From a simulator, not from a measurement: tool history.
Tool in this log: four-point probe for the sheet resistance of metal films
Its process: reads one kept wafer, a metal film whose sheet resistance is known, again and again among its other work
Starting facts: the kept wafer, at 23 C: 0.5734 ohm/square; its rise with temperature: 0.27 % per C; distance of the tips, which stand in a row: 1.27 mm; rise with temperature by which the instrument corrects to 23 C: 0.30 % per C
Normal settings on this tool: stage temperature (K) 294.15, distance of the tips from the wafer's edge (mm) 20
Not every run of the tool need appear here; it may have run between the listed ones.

run    hour  stage temperature (K)  distance of the tips from the wafer's edge (mm)  sheet resistance as the instrument gives it (ohm/square)
  1       0                 294.15                                               20                                                  0.572018
  2    82.6                 297.15                                               20                                                  0.571345
  3     142                 297.15                                               20                                                  0.571531
  4   183.9                 297.15                                               20                                                  0.571319
  5     236                 297.15                                               20                                                  0.571479
  6     302                 297.15                                               20                                                  0.571327
  7   352.8                 297.15                                               20                                                    0.5711
  8   397.5                 294.15                                               20                                                  0.571634
  9   439.2                 294.15                                               20                                                  0.571786
 10   480.6                 294.15                                               20                                                  0.571606
 11   546.7                 294.15                                               20                                                  0.571826
 12   614.3                 294.15                                               20                                                  0.571598
      659.2  -- stage's thermometer calibrated
 13   686.9                 294.15                                               20                                                   0.57045
 14   723.6                 294.15                                               34                                                   0.56974
 15   790.3                 294.15                                               34                                                  0.569542
 16   855.6                 301.15                                                9                                                  0.573767
 17   934.7                 296.15                                               20                                                  0.570041
 18   983.4                 295.15                                               46                                                  0.569281
 19  1051.3                 302.15                                               21                                                  0.568615
     1096.5  -- new probe head fitted
 20  1120.7                 293.15                                               63                                                  0.573543
 21  1177.5                 297.15                                               23                                                  0.573901
 22  1227.8                 297.15                                               22                                                  0.573493
 23  1268.8                 304.15                                               60                                                  0.571513
 24    1322                 303.15                                                4                                                  0.600918
 25  1403.2                 295.15                                               50                                                  0.573067
 26  1456.2                 295.15                                               50                                                  0.573105
 27    1496                 297.15                                                6                                                   0.58605
 28    1572                 297.15                                                6                                                  0.585951
 29  1652.3                 297.15                                                6                                                  0.585986

3 ways to go on from here, each from the tool as it stands after run 29. What would each give?
  A  1703.1                 299.15                                                8                                                         ?
  B  1703.1                 301.15                                               58                                                         ?
  C  1703.1                 306.15                                               64                                                         ?

run  sheet resistance as the instrument gives it (ohm/square)
  A                                                  0.579687
  B                                                  0.572065
  C                                                  0.571076
With the hidden condition removed and each run's random variation left untouched, the same runs would have given:
run  sheet resistance as the instrument gives it (ohm/square)
  A                                                  0.580547
  B                                                  0.572918
  C                                                  0.571934
